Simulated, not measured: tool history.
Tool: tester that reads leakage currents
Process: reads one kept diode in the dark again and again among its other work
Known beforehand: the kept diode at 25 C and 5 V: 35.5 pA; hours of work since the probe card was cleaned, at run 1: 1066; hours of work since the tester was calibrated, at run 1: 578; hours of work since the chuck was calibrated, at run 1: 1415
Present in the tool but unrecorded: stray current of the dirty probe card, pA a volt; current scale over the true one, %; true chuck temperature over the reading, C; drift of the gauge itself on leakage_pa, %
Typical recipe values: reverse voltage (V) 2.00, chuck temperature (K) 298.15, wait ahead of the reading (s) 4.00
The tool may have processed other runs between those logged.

run   hour  reverse voltage (V)  chuck temperature (K)  wait ahead of the reading (s)  hours of work since the probe card was cleaned  hours of work since the tester was calibrated  hours of work since the chuck was calibrated  current that the tester gives (pA)
  1    0.0                 2.00                 298.15                           4.00                                            1066                                            578                                          1415                               26.08
  2   32.0                 2.00                 298.15                           4.00                                            1087                                            599                                          1435                               26.09
  3   56.9                 2.00                 315.15                           4.00                                            1103                                            615                                          1452                               84.22
  4   84.4                 2.00                 315.15                           2.82                                            1121                                            633                                          1469                               84.40
  5   98.0                 2.00                 315.15                           2.82                                            1130                                            642                                          1478                               84.32
  6  113.6                 2.00                 315.15                           2.82                                            1140                                            652                                          1488                               84.48
  7  130.5                 2.00                 310.15                           4.00                                            1151                                            663                                          1499                               60.38
  8  153.9                 2.00                 298.15                           1.02                                            1166                                            678                                          1515                               26.46
  9  180.0                 2.00                 298.15                           4.00                                            1183                                            695                                          1531                               25.86
 10  201.7                15.28                 298.15                           4.00                                            1197                                            709                                          1546                               53.79
 11  224.1                11.97                 298.15                           4.00                                            1212                                            723                                          1560                               49.08
 12  247.4                 2.00                 298.15                           4.00                                            1227                                            739                                          1575                               25.99
 13  278.8                18.71                 332.15                           0.69                                            1247                                            759                                          1596                              534.84
 14  300.0                10.40                 298.15                           5.52                                            1261                                            773                                          1609                               46.73
 15  333.3                 4.71                 314.15                           0.60                                            1283                                            794                                          1631                              108.24
 16  360.8                 4.71                 314.15                           0.60                                            1300                                            812                                          1649                              108.23
     369.7  -- probe card cleaned and baked
 17  395.2                 2.00                 308.15                           5.00                                              17                                            833                                          1669                               52.78
 18  423.6                 2.00                 304.15                           4.00                                              35                                            851                                          1688                               39.95
 19  450.5                 2.00                 312.15                           1.42                                              52                                            868                                          1705                               69.70
 20  464.0                 2.00                 312.15                           1.42                                              61                                            877                                          1714                               69.62
 21  483.7                 2.00                 312.15                           1.42                                              74                                            890                                          1727                               69.33
 22  501.4                 3.66                 332.15                           1.33                                              86                                            901                                          1738                              300.64
 23  530.0                11.77                 298.15                           0.91                                             104                                            920                                          1757                               50.88
 24  546.1                 3.22                 298.15                           7.70                                             115                                            930                                          1767                               30.66

Predict each of these 3 candidate next runs independently; none follows another, all start after run 24:
  A  561.3                 2.00                 327.15                           0.83                                             124                                            940                                          1777                                   ?
  B  561.3                 3.89                 298.15                           4.00                                             124                                            940                                          1777                                   ?
  C  561.3                 3.22                 326.15                           0.34                                             124                                            940                                          1777                                   ?

run  current that the tester gives (pA)
  A                              180.77
  B                               32.73
  C                              201.83
With the hidden condition removed and each run's random variation left untouched, the same runs would have given:
run  current that the tester gives (pA)
  A                              180.80
  B                               32.74
  C                              201.86
